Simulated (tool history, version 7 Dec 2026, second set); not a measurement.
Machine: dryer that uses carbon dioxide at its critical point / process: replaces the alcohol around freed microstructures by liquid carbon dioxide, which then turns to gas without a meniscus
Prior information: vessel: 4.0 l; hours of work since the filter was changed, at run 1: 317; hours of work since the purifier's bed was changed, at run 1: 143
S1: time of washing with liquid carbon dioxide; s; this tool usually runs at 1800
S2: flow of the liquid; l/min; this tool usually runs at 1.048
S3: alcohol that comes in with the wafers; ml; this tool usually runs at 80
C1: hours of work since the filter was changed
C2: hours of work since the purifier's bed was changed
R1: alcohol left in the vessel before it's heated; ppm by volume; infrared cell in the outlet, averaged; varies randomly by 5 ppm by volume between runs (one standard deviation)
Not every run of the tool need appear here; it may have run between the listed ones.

| run | hour | S1 | S2 | S3 | C1 | C2 | R1 |
|---|---|---|---|---|---|---|---|
| 1 | 0 | 1800 | 1.048 | 80 | 317 | 143 | 113 |
| 2 | 19.8 | 1800 | 1.048 | 80 | 329 | 155 | 114 |
| 3 | 40.9 | 1800 | 1.048 | 80 | 341 | 167 | 124 |
| 4 | 74 | 1800 | 1.048 | 80 | 361 | 187 | 125 |
| 5 | 93.7 | 1800 | 1.048 | 80 | 373 | 199 | 141 |
| 6 | 127.2 | 1800 | 1.048 | 80 | 392 | 218 | 134 |
| 7 | 162.6 | 1800 | 1.048 | 80 | 413 | 239 | 153 |
| 8 | 190.9 | 1800 | 1.048 | 80 | 430 | 256 | 155 |
| 9 | 213.9 | 1260 | 1.048 | 80 | 444 | 270 | 522 |
| 10 | 237.3 | 2160 | 1.048 | 80 | 457 | 283 | 101 |
|  | 258.7 | inlet filter changed |
| 11 | 276.5 | 2160 | 1.048 | 80 | 11 | 306 | 95 |
| 12 | 313.1 | 2160 | 1.69 | 80 | 32 | 327 | 87 |
| 13 | 333.6 | 2760 | 1.048 | 80 | 44 | 340 | 90 |
| 14 | 358.5 | 2760 | 1.048 | 80 | 59 | 354 | 103 |
| 15 | 391.1 | 2760 | 1.048 | 80 | 78 | 373 | 97 |
| 16 | 434.6 | 1380 | 1.048 | 46 | 104 | 399 | 221 |
| 17 | 465.5 | 1380 | 1.048 | 46 | 122 | 417 | 226 |

For run 18, what comes out?
| 18 | 483.9 | 1380 | 1.048 | 46 | 133 | 428 | ? |

{"run 18": {"R1": 237}}
With the hidden condition absent and the run-to-run variation left alone, this run would have shown R1 105 ppm by volume.
